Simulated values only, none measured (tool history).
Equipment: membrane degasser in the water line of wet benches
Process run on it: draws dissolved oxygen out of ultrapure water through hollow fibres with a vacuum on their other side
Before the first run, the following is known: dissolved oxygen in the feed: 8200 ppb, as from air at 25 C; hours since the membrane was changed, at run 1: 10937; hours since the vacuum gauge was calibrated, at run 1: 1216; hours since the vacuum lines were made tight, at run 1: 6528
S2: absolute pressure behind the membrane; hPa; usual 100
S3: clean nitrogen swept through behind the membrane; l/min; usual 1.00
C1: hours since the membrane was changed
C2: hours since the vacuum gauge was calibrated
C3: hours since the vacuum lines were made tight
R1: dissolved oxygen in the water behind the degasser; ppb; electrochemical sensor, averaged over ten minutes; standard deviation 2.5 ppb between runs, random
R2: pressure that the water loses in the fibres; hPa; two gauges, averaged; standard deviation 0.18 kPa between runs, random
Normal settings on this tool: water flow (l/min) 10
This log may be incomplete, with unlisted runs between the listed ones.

Run 1, hour 0.0: usual settings; C1 10937; C2 1216; C3 6528. Result: R1 256.1 ppb, R2 348.1 hPa.
Run 2, hour 229.4: usual settings; C1 11167; C2 1445; C3 6757. Result: R1 251.1 ppb, R2 348.0 hPa.
Run 3, hour 392.1: usual settings but water flow (l/min) 12; C1 11329; C2 1608; C3 6920. Result: R1 310.9 ppb, R2 419.1 hPa.
Run 4, hour 566.2: usual settings; C1 11503; C2 1782; C3 7094. Result: R1 249.9 ppb, R2 348.5 hPa.
Run 5, hour 756.0: usual settings; C1 11693; C2 1972; C3 7284. Result: R1 256.1 ppb, R2 347.8 hPa.
Run 6, hour 1088.2: usual settings; C1 12025; C2 2304; C3 7616. Result: R1 250.1 ppb, R2 351.2 hPa.
Run 7, hour 1292.4: usual settings but S2 219 hPa; C1 12230; C2 2508; C3 7820. Result: R1 506.2 ppb, R2 349.1 hPa.
Run 8, hour 1531.4: usual settings but S2 219 hPa; C1 12469; C2 2747; C3 8059. Result: R1 516.2 ppb, R2 352.3 hPa.
Run 9, hour 1741.4: usual settings but water flow (l/min) 7; C1 12679; C2 2957; C3 8269. Result: R1 165.7 ppb, R2 245.4 hPa.
Run 10, hour 1969.6: usual settings; C1 12907; C2 3185; C3 8498. Result: R1 252.9 ppb, R2 352.8 hPa.
Run 11, hour 2191.9: usual settings but water flow (l/min) 8; C1 13129; C2 3408; C3 8720. Result: R1 190.9 ppb, R2 282.0 hPa.
Run 12, hour 2357.6: usual settings but water flow (l/min) 8; C1 13295; C2 3573; C3 8886. Result: R1 196.3 ppb, R2 280.9 hPa.
Run 13, hour 2508.2: usual settings but water flow (l/min) 6, S2 195 hPa; C1 13445; C2 3724; C3 9036. Result: R1 269.1 ppb, R2 213.8 hPa.
Run 14, hour 2712.2: usual settings but water flow (l/min) 6, S2 195 hPa; C1 13649; C2 3928; C3 9240. Result: R1 271.4 ppb, R2 212.8 hPa.
At hour 2745.1: seals of the vacuum lines changed.
Run 15, hour 2939.7: usual settings but water flow (l/min) 6, S2 195 hPa; C1 13875; C2 4154; C3 195. Result: R1 268.9 ppb, R2 212.4 hPa.
Run 16, hour 3161.8: usual settings but S3 1.70 l/min; C1 14097; C2 4376; C3 417. Result: R1 189.6 ppb, R2 350.7 hPa.
At hour 3315.2: membrane cartridge changed.
Run 17, hour 3407.9: usual settings but S3 1.70 l/min; C1 93; C2 4618; C3 659. Result: R1 192.4 ppb, R2 354.2 hPa.
Run 18, hour 3730.0: usual settings but S3 1.70 l/min; C1 415; C2 4940; C3 981. Result: R1 191.6 ppb, R2 352.4 hPa.
Run 19, hour 3913.6: usual settings but S3 1.70 l/min; C1 598; C2 5123; C3 1165. Result: R1 188.7 ppb, R2 357.3 hPa.
Run 20, hour 4052.3: usual settings but water flow (l/min) 7, S2 187 hPa; C1 737; C2 5262; C3 1303. Result: R1 306.9 ppb, R2 245.2 hPa.
Run 21, hour 4212.7: usual settings but water flow (l/min) 7, S2 80 hPa, S3 2.23 l/min; C1 897; C2 5422; C3 1464. Result: R1 88.2 ppb, R2 244.7 hPa.
Run 22, hour 4481.1: usual settings but water flow (l/min) 7, S2 76 hPa, S3 0.83 l/min; C1 1166; C2 5691; C3 1732. Result: R1 138.5 ppb, R2 246.1 hPa.
Run 23, hour 4732.1: usual settings but water flow (l/min) 11, S2 78 hPa; C1 1417; C2 5942; C3 1983. Result: R1 224.5 ppb, R2 388.2 hPa.

Here are 4 independent what-if runs from the current tool condition. What would each one return?
Run A, hour 4962.4: usual settings but S2 78 hPa; C1 1647; C2 6172; C3 2213. Result: R1 ?, R2 ?.
Run B, hour 4962.4: usual settings but water flow (l/min) 16, S2 77 hPa, S3 0.72 l/min; C1 1647; C2 6172; C3 2213. Result: R1 ?, R2 ?.
Run C, hour 4962.4: usual settings but water flow (l/min) 14, S2 176 hPa, S3 0.53 l/min; C1 1647; C2 6172; C3 2213. Result: R1 ?, R2 ?.
Run D, hour 4962.4: usual settings but water flow (l/min) 11, S2 78 hPa, S3 0.88 l/min; C1 1647; C2 6172; C3 2213. Result: R1 ?, R2 ?.

run     R1     R2
  A  199.4  359.6
  B  400.4  563.7
  C  888.6  496.1
  D  245.9  387.5
Without the tool's hidden state the same runs would have given:
run     R1     R2
  A  199.2  353.7
  B  400.0  554.4
  C  888.2  487.9
  D  245.6  381.0
